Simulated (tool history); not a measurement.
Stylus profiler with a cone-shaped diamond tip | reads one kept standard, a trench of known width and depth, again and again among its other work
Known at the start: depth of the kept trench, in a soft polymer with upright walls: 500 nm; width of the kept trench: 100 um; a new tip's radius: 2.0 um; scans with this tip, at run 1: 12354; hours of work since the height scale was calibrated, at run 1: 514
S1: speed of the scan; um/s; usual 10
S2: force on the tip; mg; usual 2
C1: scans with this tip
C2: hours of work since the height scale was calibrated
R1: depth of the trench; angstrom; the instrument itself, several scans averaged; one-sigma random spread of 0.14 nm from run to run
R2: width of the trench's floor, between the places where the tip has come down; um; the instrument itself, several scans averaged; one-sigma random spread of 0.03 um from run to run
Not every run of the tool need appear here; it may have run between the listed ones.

run	hour	S1	S2	C1	C2	R1	R2
1	0	10	2	12354	514	5055.6	96.3
2	86.5	10	2	12648	570	5054.2	96.28
3	135.8	10	2	12815	601	5053.5	96.28
4	209.6	10	2	13066	649	5054.6	96.24
5	256.9	10	2	13226	679	5051.4	96.26
6	313.9	10	2	13420	716	5052.7	96.24
7	358.7	10	2	13572	745	5051.7	96.23
8	435.3	10	2	13832	794	5049.8	96.2
9	495.8	10	2	14037	833	5049.2	96.17
10	555	10	2	14238	871	5048.4	96.2
11	624.4	14	2	14474	916	5046.1	96.13
12	685.2	14	2	14680	955	5046.2	96.14
13	748.9	14	2	14896	996	5047.7	96.11
14	841.1	10	2	15209	1055	5041.4	96.12
# hour 851.4: height scale calibrated on a step standard
15	888.8	10	2	15370	24	5034.1	96.15
16	953	10	1.2	15587	65	5014	96.1
17	1054.9	10	1.06	15933	131	5007.1	96.02
# hour 1097.5: height scale calibrated on a step standard, once more
18	1158.4	10	1.06	16283	39	5043.1	96.01
19	1222	10	1.06	16499	80	5043	96.08
20	1280.6	5	0.81	16698	118	5034.2	96.05
21	1379.4	6	0.7	17033	181	5030.1	96
22	1464.5	25	2.75	17322	236	5077.7	95.94
23	1564	25	2.75	17660	300	5081.6	95.89
24	1634.6	25	2.75	17900	346	5073.8	95.83
25	1712.7	25	2.75	18165	396	5073.2	95.87
26	1775.6	6	2.2	18378	436	5060.2	95.9
27	1866.5	3	2.02	18687	495	5054.8	95.94
28	1943.6	34	1.47	18949	544	5041.2	95.71
29	2006.2	4	0.94	19161	585	5026	95.89
30	2057.6	4	0.94	19336	618	5024.2	95.8
31	2113.9	4	2.41	19527	654	5060.9	95.87
32	2173.6	10	1.35	19730	692	5036	95.79
33	2235.4	39	1.25	19939	732	5028.8	95.61
34	2309	21	2.19	20189	779	5050.5	95.75
35	2391.5	21	2.19	20469	832	5053.9	95.73
36	2463.8	2	1.84	20715	879	5041.4	95.78
37	2539.1	8	4.51	20970	927	5091.8	95.8
38	2621.3	8	4.51	21249	980	5093.1	95.78

Entry by entry between the runs, the difference in hidden state between the last listed run before and the first listed run after:
Runs 14 to 15: height scale calibrated on a step standard (hour 851.4)
  radius of the tip, um: 3.93 -> 3.96; height scale over the true one, %: -0.524 -> -0.692
  what was measured, less what the result would be without the hidden state, R1: -26.6 -> -35.1 angstrom; R2: -1.19 -> -1.2 um
Runs 17 to 18: height scale calibrated on a step standard, once more (hour 1097.5)
  radius of the tip, um: 4.03 -> 4.08; height scale over the true one, %: -0.746 -> -0.055
  what was measured, less what the result would be without the hidden state, R1: -37.6 -> -2.8 angstrom; R2: -1.24 -> -1.27 um

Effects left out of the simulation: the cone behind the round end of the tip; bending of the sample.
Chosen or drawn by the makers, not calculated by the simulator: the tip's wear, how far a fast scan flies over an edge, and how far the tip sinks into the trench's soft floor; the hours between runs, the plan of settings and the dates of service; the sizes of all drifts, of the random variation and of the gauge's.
